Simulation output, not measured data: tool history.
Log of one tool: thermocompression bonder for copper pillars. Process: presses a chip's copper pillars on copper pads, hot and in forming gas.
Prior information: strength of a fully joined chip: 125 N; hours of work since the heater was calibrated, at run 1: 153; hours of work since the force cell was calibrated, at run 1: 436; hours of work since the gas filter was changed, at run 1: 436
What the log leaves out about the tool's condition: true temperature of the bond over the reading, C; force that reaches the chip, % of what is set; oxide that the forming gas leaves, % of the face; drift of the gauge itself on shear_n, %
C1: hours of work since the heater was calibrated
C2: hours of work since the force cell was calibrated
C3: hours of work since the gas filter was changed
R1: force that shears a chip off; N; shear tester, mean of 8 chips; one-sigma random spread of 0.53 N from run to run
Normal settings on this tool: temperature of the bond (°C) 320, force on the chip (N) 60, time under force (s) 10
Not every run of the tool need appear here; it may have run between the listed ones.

run 1 hour=0.0 | temperature_of_the_bond_(°C)=320 force_on_the_chip_(N)=60 time_under_force_(s)=10 | C1=153 C2=436 C3=436 | R1=66.7
run 2 hour=40.3 | temperature_of_the_bond_(°C)=320 force_on_the_chip_(N)=60 time_under_force_(s)=10 | C1=172 C2=455 C3=455 | R1=65.9
run 3 hour=77.8 | temperature_of_the_bond_(°C)=320 force_on_the_chip_(N)=60 time_under_force_(s)=10 | C1=190 C2=473 C3=473 | R1=66.1
-- hour=90.4 forming gas filter changed
run 4 hour=125.3 | temperature_of_the_bond_(°C)=320 force_on_the_chip_(N)=71 time_under_force_(s)=10 | C1=212 C2=495 C3=17 | R1=75.7
run 5 hour=183.4 | temperature_of_the_bond_(°C)=320 force_on_the_chip_(N)=71 time_under_force_(s)=10 | C1=240 C2=523 C3=44 | R1=75.2
run 6 hour=240.4 | temperature_of_the_bond_(°C)=320 force_on_the_chip_(N)=71 time_under_force_(s)=10 | C1=267 C2=550 C3=71 | R1=75.8
run 7 hour=281.9 | temperature_of_the_bond_(°C)=320 force_on_the_chip_(N)=71 time_under_force_(s)=10 | C1=286 C2=569 C3=90 | R1=76.0
run 8 hour=345.5 | temperature_of_the_bond_(°C)=320 force_on_the_chip_(N)=71 time_under_force_(s)=10 | C1=316 C2=599 C3=120 | R1=77.1
run 9 hour=386.8 | temperature_of_the_bond_(°C)=320 force_on_the_chip_(N)=60 time_under_force_(s)=10 | C1=336 C2=619 C3=140 | R1=65.5
run 10 hour=438.9 | temperature_of_the_bond_(°C)=320 force_on_the_chip_(N)=40 time_under_force_(s)=10 | C1=360 C2=643 C3=165 | R1=44.5
run 11 hour=483.8 | temperature_of_the_bond_(°C)=320 force_on_the_chip_(N)=40 time_under_force_(s)=10 | C1=381 C2=664 C3=186 | R1=45.0
run 12 hour=543.6 | temperature_of_the_bond_(°C)=320 force_on_the_chip_(N)=60 time_under_force_(s)=20 | C1=410 C2=693 C3=214 | R1=81.0
run 13 hour=572.0 | temperature_of_the_bond_(°C)=320 force_on_the_chip_(N)=60 time_under_force_(s)=20 | C1=423 C2=706 C3=227 | R1=82.1
run 14 hour=602.2 | temperature_of_the_bond_(°C)=320 force_on_the_chip_(N)=66 time_under_force_(s)=10 | C1=437 C2=720 C3=242 | R1=72.2
run 15 hour=631.2 | temperature_of_the_bond_(°C)=315 force_on_the_chip_(N)=40 time_under_force_(s)=10 | C1=451 C2=734 C3=255 | R1=41.3
-- hour=667.9 force cell calibrated
run 16 hour=680.8 | temperature_of_the_bond_(°C)=312 force_on_the_chip_(N)=46 time_under_force_(s)=13 | C1=474 C2=6 C3=278 | R1=51.1
run 17 hour=711.0 | temperature_of_the_bond_(°C)=298 force_on_the_chip_(N)=49 time_under_force_(s)=15 | C1=488 C2=20 C3=292 | R1=47.6
run 18 hour=763.3 | temperature_of_the_bond_(°C)=298 force_on_the_chip_(N)=49 time_under_force_(s)=15 | C1=513 C2=45 C3=317 | R1=48.5
run 19 hour=793.4 | temperature_of_the_bond_(°C)=319 force_on_the_chip_(N)=71 time_under_force_(s)=13 | C1=527 C2=59 C3=331 | R1=81.8
run 20 hour=846.9 | temperature_of_the_bond_(°C)=319 force_on_the_chip_(N)=71 time_under_force_(s)=13 | C1=552 C2=85 C3=357 | R1=80.5
run 21 hour=910.7 | temperature_of_the_bond_(°C)=320 force_on_the_chip_(N)=62 time_under_force_(s)=16 | C1=582 C2=115 C3=387 | R1=78.2
run 22 hour=955.3 | temperature_of_the_bond_(°C)=320 force_on_the_chip_(N)=62 time_under_force_(s)=16 | C1=603 C2=136 C3=408 | R1=79.0
run 23 hour=999.8 | temperature_of_the_bond_(°C)=313 force_on_the_chip_(N)=71 time_under_force_(s)=6 | C1=624 C2=157 C3=429 | R1=60.0
run 24 hour=1043.1 | temperature_of_the_bond_(°C)=320 force_on_the_chip_(N)=86 time_under_force_(s)=10 | C1=645 C2=177 C3=449 | R1=87.9
run 25 hour=1088.0 | temperature_of_the_bond_(°C)=342 force_on_the_chip_(N)=79 time_under_force_(s)=29 | C1=666 C2=198 C3=470 | R1=115.4
-- hour=1107.2 forming gas filter changed
run 26 hour=1145.8 | temperature_of_the_bond_(°C)=297 force_on_the_chip_(N)=60 time_under_force_(s)=9 | C1=693 C2=225 C3=18 | R1=47.7

Branching from run 26: 3 alternative next runs. What would each branch give?
run A hour=1207.9 | temperature_of_the_bond_(°C)=300 force_on_the_chip_(N)=36 time_under_force_(s)=12 | C1=723 C2=255 C3=48 | R1=?
run B hour=1207.9 | temperature_of_the_bond_(°C)=320 force_on_the_chip_(N)=39 time_under_force_(s)=26 | C1=723 C2=255 C3=48 | R1=?
run C hour=1207.9 | temperature_of_the_bond_(°C)=304 force_on_the_chip_(N)=60 time_under_force_(s)=9 | C1=723 C2=255 C3=48 | R1=?

run=A R1=31.7
run=B R1=62.0
run=C R1=52.2
With the hidden condition removed and each run's random variation left untouched, the same runs would have given:
run=A R1=31.6
run=B R1=61.9
run=C R1=52.1
